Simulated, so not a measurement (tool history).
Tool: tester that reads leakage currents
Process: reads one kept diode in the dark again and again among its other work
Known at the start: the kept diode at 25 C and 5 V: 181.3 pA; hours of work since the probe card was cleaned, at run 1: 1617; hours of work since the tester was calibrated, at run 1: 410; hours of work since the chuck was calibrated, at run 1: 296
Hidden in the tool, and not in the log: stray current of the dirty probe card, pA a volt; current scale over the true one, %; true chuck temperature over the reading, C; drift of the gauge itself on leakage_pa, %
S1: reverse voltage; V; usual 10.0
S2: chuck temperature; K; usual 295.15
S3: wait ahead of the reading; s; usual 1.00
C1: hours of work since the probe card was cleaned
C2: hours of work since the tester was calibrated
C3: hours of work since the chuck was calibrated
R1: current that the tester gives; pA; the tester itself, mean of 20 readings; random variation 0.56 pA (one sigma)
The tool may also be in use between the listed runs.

Run 1, day 0.000: usual settings; C1 1617; C2 410; C3 296. Result: R1 182.71 pA.
Run 2, day 2.788: usual settings but S2 309.15 K; C1 1665; C2 459; C3 345. Result: R1 590.99 pA.
Run 3, day 5.225: usual settings but S2 309.15 K; C1 1708; C2 501; C3 387. Result: R1 587.92 pA.
Run 4, day 7.521: usual settings but S2 309.15 K; C1 1748; C2 541; C3 427. Result: R1 583.51 pA.
Run 5, day 10.846: usual settings but S2 309.15 K; C1 1806; C2 599; C3 485. Result: R1 575.65 pA.
Run 6, day 14.404: usual settings but S2 309.15 K; C1 1867; C2 661; C3 547. Result: R1 571.52 pA.
Run 7, day 17.812: usual settings but S2 302.15 K; C1 1927; C2 720; C3 606. Result: R1 312.87 pA.
At day 18.229: tester calibrated.
Run 8, day 20.783: usual settings but S2 302.15 K; C1 1977; C2 44; C3 656. Result: R1 308.16 pA.
Run 9, day 22.892: usual settings but S1 9.6 V; C1 2014; C2 81; C3 693. Result: R1 165.45 pA.
Run 10, day 26.400: usual settings but S1 9.6 V, S2 311.15 K; C1 2075; C2 142; C3 754. Result: R1 629.87 pA.
At day 28.388: chuck's temperature calibrated.
Run 11, day 29.017: usual settings but S1 9.6 V, S2 311.15 K; C1 2119; C2 186; C3 11. Result: R1 722.00 pA.
Run 12, day 31.188: usual settings but S1 9.6 V, S2 311.15 K; C1 2157; C2 224; C3 49. Result: R1 714.85 pA.
Run 13, day 33.550: usual settings but S2 322.15 K; C1 2198; C2 265; C3 90. Result: R1 1714.83 pA.
Run 14, day 35.533: usual settings but S2 323.15 K; C1 2233; C2 300; C3 124. Result: R1 1835.17 pA.
Run 15, day 37.083: usual settings but S1 8.8 V, S2 329.15 K, S3 0.50 s; C1 2260; C2 327; C3 151. Result: R1 2700.31 pA.
At day 38.662: tester calibrated, once more.
Run 16, day 40.746: usual settings but S1 15.5 V, S2 324.15 K; C1 2322; C2 36; C3 214. Result: R1 2370.07 pA.
Run 17, day 43.896: usual settings but S1 15.5 V, S2 324.15 K; C1 2377; C2 91; C3 269. Result: R1 2351.73 pA.
Run 18, day 45.738: usual settings but S1 9.2 V, S2 312.15 K, S3 0.41 s; C1 2409; C2 123; C3 301. Result: R1 736.54 pA.
Run 19, day 47.183: usual settings but S1 14.5 V, S2 325.15 K, S3 1.18 s; C1 2434; C2 148; C3 326. Result: R1 2438.87 pA.
Run 20, day 49.629: usual settings but S1 6.9 V, S2 310.15 K; C1 2477; C2 191; C3 368. Result: R1 540.86 pA.
Run 21, day 52.946: usual settings but S1 6.9 V, S2 310.15 K; C1 2534; C2 249; C3 426. Result: R1 536.62 pA.
Run 22, day 54.900: usual settings but S1 1.2 V, S2 315.15 K, S3 0.38 s; C1 2568; C2 283; C3 460. Result: R1 383.06 pA.
Run 23, day 57.425: usual settings but S1 4.0 V, S2 319.15 K, S3 9.03 s; C1 2612; C2 327; C3 504. Result: R1 866.48 pA.
Run 24, day 59.267: usual settings but S1 1.8 V; C1 2644; C2 359; C3 536. Result: R1 81.76 pA.
Run 25, day 62.075: usual settings but S1 2.4 V, S2 311.15 K; C1 2693; C2 408; C3 585. Result: R1 362.18 pA.

The same runs without the tool's hidden state, with the same run-to-run variation:
run       R1
  1   187.48
  2   627.63
  3   629.63
  4   629.54
  5   628.96
  6   631.97
  7   346.89
  8   346.13
  9   183.52
 10   728.31
 11   729.20
 12   727.19
 13  1770.63
 14  1908.14
 15  2825.45
 16  2471.98
 17  2477.59
 18   778.75
 19  2597.08
 20   580.30
 21   582.82
 22   422.72
 23   961.11
 24    90.88
 25   410.05
